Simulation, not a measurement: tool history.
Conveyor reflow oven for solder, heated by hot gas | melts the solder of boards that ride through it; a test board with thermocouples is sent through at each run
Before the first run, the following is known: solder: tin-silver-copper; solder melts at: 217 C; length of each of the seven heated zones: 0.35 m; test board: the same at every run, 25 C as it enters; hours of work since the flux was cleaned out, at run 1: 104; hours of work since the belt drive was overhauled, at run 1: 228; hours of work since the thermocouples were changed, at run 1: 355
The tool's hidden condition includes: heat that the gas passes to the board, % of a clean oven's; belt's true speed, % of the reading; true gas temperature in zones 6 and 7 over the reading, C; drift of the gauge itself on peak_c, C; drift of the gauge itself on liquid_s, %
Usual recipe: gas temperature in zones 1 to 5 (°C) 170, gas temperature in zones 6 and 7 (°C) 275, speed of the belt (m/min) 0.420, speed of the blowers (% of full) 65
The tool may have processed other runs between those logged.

| run | day | gas temperature in zones 1 to 5 (°C) | gas temperature in zones 6 and 7 (°C) | speed of the belt (m/min) | speed of the blowers (% of full) | hours of work since the flux was cleaned out | hours of work since the belt drive was overhauled | hours of work since the thermocouples were changed | highest temperature of the board (°C) | time above the solder's melting point (s) |
|---|---|---|---|---|---|---|---|---|---|---|
| 1 | 0.000 | 170 | 275 | 0.420 | 65 | 104 | 228 | 355 | 258.6 | 78.5 |
| 2 | 1.254 | 170 | 275 | 0.420 | 65 | 123 | 247 | 375 | 258.7 | 78.4 |
| 3 | 1.812 | 170 | 275 | 0.451 | 65 | 131 | 256 | 383 | 256.0 | 69.9 |
| 4 | 2.362 | 170 | 276 | 0.420 | 65 | 140 | 264 | 391 | 259.3 | 79.1 |
|  | 3.325 | flux residue cleaned out of gas plates and filters |
| 5 | 3.846 | 170 | 276 | 0.420 | 65 | 8 | 284 | 411 | 259.5 | 79.7 |
| 6 | 4.733 | 170 | 276 | 0.420 | 65 | 22 | 297 | 425 | 259.3 | 79.1 |
| 7 | 5.508 | 170 | 275 | 0.358 | 65 | 33 | 309 | 436 | 263.3 | 97.5 |
| 8 | 6.083 | 170 | 275 | 0.358 | 65 | 42 | 318 | 445 | 263.3 | 97.9 |
| 9 | 6.983 | 170 | 275 | 0.420 | 65 | 56 | 332 | 459 | 258.5 | 78.0 |
| 10 | 7.562 | 170 | 275 | 0.420 | 65 | 65 | 340 | 468 | 258.9 | 78.3 |
| 11 | 8.112 | 170 | 270 | 0.420 | 65 | 73 | 349 | 476 | 254.3 | 74.9 |
| 12 | 8.925 | 161 | 275 | 0.420 | 65 | 86 | 361 | 489 | 257.1 | 74.0 |
| 13 | 10.112 | 161 | 275 | 0.420 | 65 | 104 | 379 | 507 | 256.9 | 73.6 |
| 14 | 11.092 | 161 | 275 | 0.420 | 65 | 119 | 394 | 522 | 257.2 | 73.7 |
| 15 | 11.762 | 161 | 275 | 0.420 | 65 | 129 | 405 | 532 | 257.1 | 73.7 |
| 16 | 12.517 | 161 | 275 | 0.482 | 65 | 141 | 416 | 544 | 251.8 | 59.0 |
|  | 13.417 | flux residue cleaned out of gas plates and filters |
| 17 | 13.871 | 161 | 275 | 0.482 | 65 | 7 | 434 | 561 | 252.0 | 58.9 |
| 18 | 15.000 | 161 | 275 | 0.354 | 58 | 24 | 451 | 578 | 260.9 | 92.1 |
| 19 | 16.033 | 168 | 275 | 0.467 | 58 | 40 | 467 | 594 | 251.9 | 62.7 |
| 20 | 16.558 | 168 | 275 | 0.467 | 58 | 48 | 475 | 602 | 251.9 | 63.3 |
| 21 | 17.392 | 168 | 281 | 0.464 | 69 | 61 | 488 | 615 | 261.1 | 71.7 |
| 22 | 18.479 | 168 | 281 | 0.464 | 56 | 77 | 504 | 632 | 256.5 | 67.0 |
| 23 | 19.221 | 175 | 275 | 0.391 | 53 | 89 | 516 | 643 | 257.9 | 85.9 |
| 24 | 20.317 | 175 | 275 | 0.391 | 53 | 106 | 532 | 660 | 258.2 | 86.3 |
| 25 | 20.925 | 170 | 275 | 0.492 | 65 | 115 | 542 | 669 | 252.9 | 61.1 |
| 26 | 22.175 | 170 | 275 | 0.492 | 65 | 134 | 561 | 688 | 253.2 | 61.7 |
| 27 | 22.838 | 170 | 275 | 0.492 | 65 | 144 | 571 | 698 | 252.8 | 60.9 |
|  | 23.471 | flux residue cleaned out of gas plates and filters |
| 28 | 23.596 | 170 | 267 | 0.420 | 85 | 2 | 579 | 707 | 255.5 | 78.2 |
| 29 | 24.612 | 170 | 267 | 0.420 | 52 | 17 | 595 | 722 | 247.5 | 66.5 |
| 30 | 25.679 | 170 | 267 | 0.420 | 52 | 34 | 611 | 738 | 247.5 | 66.6 |
| 31 | 26.908 | 170 | 267 | 0.420 | 52 | 53 | 630 | 757 | 247.8 | 67.1 |

Entry by entry between the runs, the difference in hidden state between the last listed run before and the first listed run after:
Logged between run 4 and run 5: flux residue cleaned out of gas plates and filters (day 3.325)
  heat that the gas passes to the board, % of a clean oven's: 99.8 -> 100; true gas temperature in zones 6 and 7 over the reading, C: 0.05 -> 0.06
Logged between run 16 and run 17: flux residue cleaned out of gas plates and filters (day 13.417)
  heat that the gas passes to the board, % of a clean oven's: 99.8 -> 100
Logged between run 27 and run 28: flux residue cleaned out of gas plates and filters (day 23.471)
  heat that the gas passes to the board, % of a clean oven's: 99.8 -> 100
